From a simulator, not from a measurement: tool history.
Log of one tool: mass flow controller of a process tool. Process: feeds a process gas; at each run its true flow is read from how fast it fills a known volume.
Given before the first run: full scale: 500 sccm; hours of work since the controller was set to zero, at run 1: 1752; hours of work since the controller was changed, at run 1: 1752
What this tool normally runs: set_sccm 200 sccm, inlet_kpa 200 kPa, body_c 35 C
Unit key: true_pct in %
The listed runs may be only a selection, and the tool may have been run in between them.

run	hour	set_sccm	inlet_kpa	body_c	hours of work since the controller was set to zero	hours of work since the controller was changed	true_pct
1	0.0	200	200	35	1752	1752	96.55
2	330.0	200	200	35	1881	1881	96.51
3	629.2	200	200	22	1998	1998	97.37
4	1020.3	200	200	35	2150	2150	96.51
5	1338.6	200	200	35	2275	2275	96.53
6	1519.4	200	200	35	2345	2345	96.50
7	1762.6	200	200	35	2440	2440	96.42
8	2063.0	78	200	35	2557	2557	93.39
9	2486.1	219	200	35	2723	2723	96.49
10	2906.4	219	200	35	2887	2887	96.47
11	3121.5	219	200	35	2971	2971	96.42
12	3512.8	200	200	35	3123	3123	96.11
13	3811.1	200	200	35	3240	3240	96.03
14	4052.9	200	200	35	3334	3334	96.09
15	4423.2	200	200	33	3479	3479	96.06
16	4600.4	341	200	35	3548	3548	97.56
17	4971.8	341	200	35	3693	3693	97.55
18	5308.0	341	200	35	3824	3824	97.39
19	5635.2	341	200	35	3952	3952	97.40
20	5858.6	200	261	22	4039	4039	96.29
21	6199.3	127	146	22	4172	4172	95.30
# hour 6229.2: controller's zero set anew
22	6488.5	75	205	39	101	4285	87.77
23	6798.7	83	167	31	222	4406	89.28
# hour 6873.3: controller's zero set anew, once more
24	7114.1	85	167	31	94	4529	97.37
25	7409.1	227	148	26	209	4644	98.84
26	7610.7	76	198	35	288	4722	96.62
27	7783.0	76	198	35	355	4790	96.58
28	8196.9	76	146	34	517	4951	96.75
29	8401.2	187	200	26	596	5031	98.09
30	8801.3	410	160	23	753	5187	100.09
31	9154.2	410	160	23	890	5325	100.06
32	9476.5	410	248	23	1016	5451	99.46
33	9819.0	410	248	23	1150	5584	99.47

Selected run-to-run steps in true_pct, each split into two signed amounts: the part the tool would show with no hidden state at all (from settings, incoming material and random variation), and the remainder, which goes to the hidden state together with any gauge scatter not common to the measured and the hidden-state-free results:
Hidden state at play: flow at rest that the sensor doesn't see, % of full scale; true flow over the shown one, %; drift of the gauge itself on true_pct, %.
Run 8 -> 9: set_sccm 78 -> 219. true_pct +3.10 %: hidden state +2.25, all else +0.85.
Run 21 -> 22: set_sccm 127 -> 75, inlet_kpa 146 -> 205, body_c 22 -> 39, controller's zero set anew. true_pct -7.53 %: hidden state -5.70, all else -1.83.
Run 23 -> 24: set_sccm 83 -> 85, controller's zero set anew, once more. true_pct +8.09 %: hidden state +8.05, all else +0.04.

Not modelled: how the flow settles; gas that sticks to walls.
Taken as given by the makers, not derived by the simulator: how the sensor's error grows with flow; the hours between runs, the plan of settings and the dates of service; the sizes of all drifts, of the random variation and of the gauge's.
